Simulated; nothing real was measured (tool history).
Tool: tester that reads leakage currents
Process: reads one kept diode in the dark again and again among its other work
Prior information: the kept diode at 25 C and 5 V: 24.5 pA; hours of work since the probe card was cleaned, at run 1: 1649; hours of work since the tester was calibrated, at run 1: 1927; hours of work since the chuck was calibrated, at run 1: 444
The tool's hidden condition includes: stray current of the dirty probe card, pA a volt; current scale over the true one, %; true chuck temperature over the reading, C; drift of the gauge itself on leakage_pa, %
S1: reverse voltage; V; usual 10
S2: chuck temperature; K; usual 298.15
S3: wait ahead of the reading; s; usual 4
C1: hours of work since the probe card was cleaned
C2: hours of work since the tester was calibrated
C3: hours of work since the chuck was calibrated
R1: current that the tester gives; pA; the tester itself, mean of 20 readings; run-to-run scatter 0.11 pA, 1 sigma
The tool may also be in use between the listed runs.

Run 1, hour 0: usual settings; C1 1649; C2 1927; C3 444. Result: R1 47.64 pA.
Run 2, hour 57.7: usual settings but S1 13.5 V; C1 1674; C2 1952; C3 469. Result: R1 57.71 pA.
Run 3, hour 165.3: usual settings but S1 13.5 V; C1 1720; C2 1998; C3 516. Result: R1 58.13 pA.
Run 4, hour 236: usual settings but S2 293.15 K; C1 1750; C2 2029; C3 546. Result: R1 36.28 pA.
Run 5, hour 300.5: usual settings but S2 293.15 K; C1 1778; C2 2057; C3 574. Result: R1 36.6 pA.
Run 6, hour 373.6: usual settings but S2 293.15 K, S3 3.72 s; C1 1810; C2 2088; C3 605. Result: R1 37.11 pA.
Run 7, hour 458: usual settings but S2 314.15 K; C1 1846; C2 2124; C3 642. Result: R1 155.1 pA.
Run 8, hour 522: usual settings but S1 1.4 V, S2 314.15 K; C1 1874; C2 2152; C3 669. Result: R1 63.55 pA.
Run 9, hour 632.5: usual settings; C1 1922; C2 2200; C3 717. Result: R1 50.48 pA.
Run 10, hour 698.8: usual settings but S1 2.3 V; C1 1950; C2 2228; C3 746. Result: R1 22.23 pA.
Run 11, hour 783.2: usual settings; C1 1987; C2 2265; C3 782. Result: R1 51.16 pA.
Run 12, hour 897.4: usual settings; C1 2036; C2 2314; C3 831. Result: R1 51.93 pA.
Run 13, hour 960.3: usual settings; C1 2063; C2 2341; C3 859. Result: R1 52.4 pA.
Run 14, hour 1034.3: usual settings; C1 2095; C2 2373; C3 891. Result: R1 52.26 pA.
Run 15, hour 1157: usual settings; C1 2148; C2 2426; C3 943. Result: R1 53.29 pA.
Run 16, hour 1254.7: usual settings; C1 2190; C2 2468; C3 986. Result: R1 53.44 pA.
Run 17, hour 1352.4: usual settings; C1 2232; C2 2510; C3 1028. Result: R1 53.65 pA.
Run 18, hour 1417.6: usual settings; C1 2260; C2 2538; C3 1056. Result: R1 54.25 pA.
Run 19, hour 1543.6: usual settings; C1 2315; C2 2593; C3 1110. Result: R1 54.49 pA.
At hour 1555.5: chuck's temperature calibrated.
Run 20, hour 1649.6: usual settings; C1 2359; C2 2638; C3 41. Result: R1 55.85 pA.
Run 21, hour 1746.8: usual settings but S1 1.4 V; C1 2401; C2 2680; C3 83. Result: R1 18.3 pA.
Run 22, hour 1800.7: usual settings but S1 2 V, S2 311.15 K, S3 0.39 s; C1 2425; C2 2703; C3 106. Result: R1 62.86 pA.
At hour 1873.7: chuck's temperature calibrated, once more.
Run 23, hour 1897.2: usual settings but S1 2 V, S2 299.15 K, S3 6.84 s; C1 2465; C2 2744; C3 10. Result: R1 22.9 pA.
Run 24, hour 2002: usual settings but S1 2 V, S2 299.15 K, S3 6.84 s; C1 2511; C2 2789; C3 55. Result: R1 23.11 pA.
Run 25, hour 2124: usual settings but S1 5.7 V, S2 295.15 K, S3 9.72 s; C1 2563; C2 2841; C3 108. Result: R1 32.44 pA.
Run 26, hour 2230.2: usual settings but S1 3.5 V, S3 0.32 s; C1 2609; C2 2887; C3 154. Result: R1 33.1 pA.
Run 27, hour 2346.5: usual settings but S1 3.8 V, S2 293.15 K, S3 0.32 s; C1 2659; C2 2938; C3 204. Result: R1 26.72 pA.
Run 28, hour 2421.4: usual settings but S1 2 V, S3 0.47 s; C1 2692; C2 2970; C3 236. Result: R1 23.17 pA.
Run 29, hour 2477.4: usual settings but S1 3.1 V, S2 300.15 K, S3 5.43 s; C1 2716; C2 2994; C3 260. Result: R1 31.98 pA.
Run 30, hour 2551.4: usual settings but S2 310.15 K, S3 0.32 s; C1 2748; C2 3026; C3 292. Result: R1 132.12 pA.
Run 31, hour 2676.9: usual settings but S2 300.15 K, S3 0.32 s; C1 2802; C2 3080; C3 347. Result: R1 75.46 pA.
Run 32, hour 2735.4: usual settings but S1 11.6 V, S2 300.15 K, S3 1.94 s; C1 2827; C2 3105; C3 372. Result: R1 73.5 pA.
Run 33, hour 2806.9: usual settings but S1 17.9 V, S2 309.15 K, S3 1.07 s; C1 2858; C2 3136; C3 403. Result: R1 163.99 pA.
Run 34, hour 2934.8: usual settings but S3 8.76 s; C1 2913; C2 3191; C3 458. Result: R1 59.05 pA.
Run 35, hour 3011.4: usual settings but S1 3.5 V, S3 0.77 s; C1 2946; C2 3224; C3 491. Result: R1 32.42 pA.
Run 36, hour 3109.8: usual settings but S2 308.15 K; C1 2989; C2 3267; C3 533. Result: R1 110.33 pA.
Run 37, hour 3181: usual settings but S2 308.15 K; C1 3019; C2 3298; C3 564. Result: R1 110.5 pA.
Run 38, hour 3268.1: usual settings but S1 18.9 V, S2 303.15 K; C1 3057; C2 3335; C3 602. Result: R1 120.96 pA.
Run 39, hour 3351.2: usual settings but S1 5.6 V, S3 1.36 s; C1 3093; C2 3371; C3 637. Result: R1 43.17 pA.

Forecast each of these 3 alternatives for the next run:
At hour 3426.8: probe card cleaned and baked.
Run A, hour 3472.5: usual settings but S2 311.15 K, S3 5.76 s; C1 20; C2 3422; C3 688. Result: R1 ?.
At hour 3426.8: probe card cleaned and baked.
Run B, hour 3472.5: usual settings but S1 1.6 V, S2 312.15 K, S3 2.39 s; C1 20; C2 3422; C3 688. Result: R1 ?.
At hour 3426.8: probe card cleaned and baked.
Run C, hour 3472.5: usual settings but S3 0.86 s; C1 20; C2 3422; C3 688. Result: R1 ?.

run      R1
  A  109.63
  B   55.19
  C   38.41
The same runs, with their run-to-run variation unchanged, on a tool lacking any hidden condition would have given:
run      R1
  A  106.01
  B   53.46
  C   37.02
